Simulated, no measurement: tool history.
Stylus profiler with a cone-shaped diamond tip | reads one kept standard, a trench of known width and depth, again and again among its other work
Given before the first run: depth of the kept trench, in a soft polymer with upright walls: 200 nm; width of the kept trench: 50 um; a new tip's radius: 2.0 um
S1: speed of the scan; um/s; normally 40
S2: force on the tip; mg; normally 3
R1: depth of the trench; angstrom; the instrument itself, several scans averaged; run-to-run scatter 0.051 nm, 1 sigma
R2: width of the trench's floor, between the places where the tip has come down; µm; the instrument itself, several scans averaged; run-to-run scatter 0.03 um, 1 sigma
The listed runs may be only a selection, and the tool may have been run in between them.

| run | hour | S1 | S2 | R1 | R2 |
|---|---|---|---|---|---|
| 1 | 0 | 40 | 3 | 2024.8 | 48 |
| 2 | 41.5 | 40 | 3 | 2025.4 | 48.02 |
| 3 | 81.9 | 40 | 3 | 2025.4 | 48.02 |
| 4 | 128.5 | 40 | 3 | 2025.4 | 47.98 |
| 5 | 173.4 | 40 | 3 | 2026.3 | 48.01 |
| 6 | 218.6 | 40 | 3 | 2025.9 | 47.99 |
| 7 | 242.2 | 40 | 3 | 2026.5 | 47.98 |
| 8 | 281.4 | 40 | 3 | 2026.4 | 47.96 |
| 9 | 307.2 | 40 | 3 | 2026.6 | 47.99 |
| 10 | 336.4 | 40 | 3 | 2026.2 | 47.97 |
| 11 | 380.6 | 40 | 3 | 2026.6 | 47.92 |
| 12 | 421.2 | 23 | 3 | 2026.2 | 48.02 |
| 13 | 463.5 | 23 | 3 | 2027.9 | 48 |
| 14 | 483.8 | 40 | 3 | 2027.2 | 47.92 |
| 15 | 512.3 | 28 | 3 | 2027.2 | 47.93 |
| 16 | 558.1 | 28 | 3 | 2026.7 | 47.93 |
| 17 | 602.3 | 28 | 3 | 2028.2 | 47.94 |
| 18 | 622.5 | 35 | 3 | 2026.4 | 47.91 |
| 19 | 653 | 40 | 1.35 | 2018.9 | 47.91 |
| 20 | 692.9 | 40 | 3 | 2028 | 47.92 |
| 21 | 737.2 | 116 | 3 | 2027.3 | 47.72 |
| 22 | 766.5 | 40 | 3 | 2028.2 | 47.9 |
| 23 | 808.4 | 120 | 3 | 2027.5 | 47.76 |
| 24 | 832.3 | 120 | 3 | 2027.4 | 47.75 |
| 25 | 853.2 | 52 | 8.1 | 2049 | 47.84 |
| 26 | 884.3 | 52 | 8.1 | 2049.2 | 47.91 |
| 27 | 922 | 52 | 8.1 | 2050.3 | 47.95 |

Run 28 has not been measured yet. What should we expect?
| 28 | 961.8 | 52 | 8.1 | ? | ? |

R1: 2049.8 angstrom
R2: 47.96 µm
Take away the tool's hidden state, keep the run-to-run variation as it was, and the same run would have given R1 2043 angstrom, R2 48.27 µm.
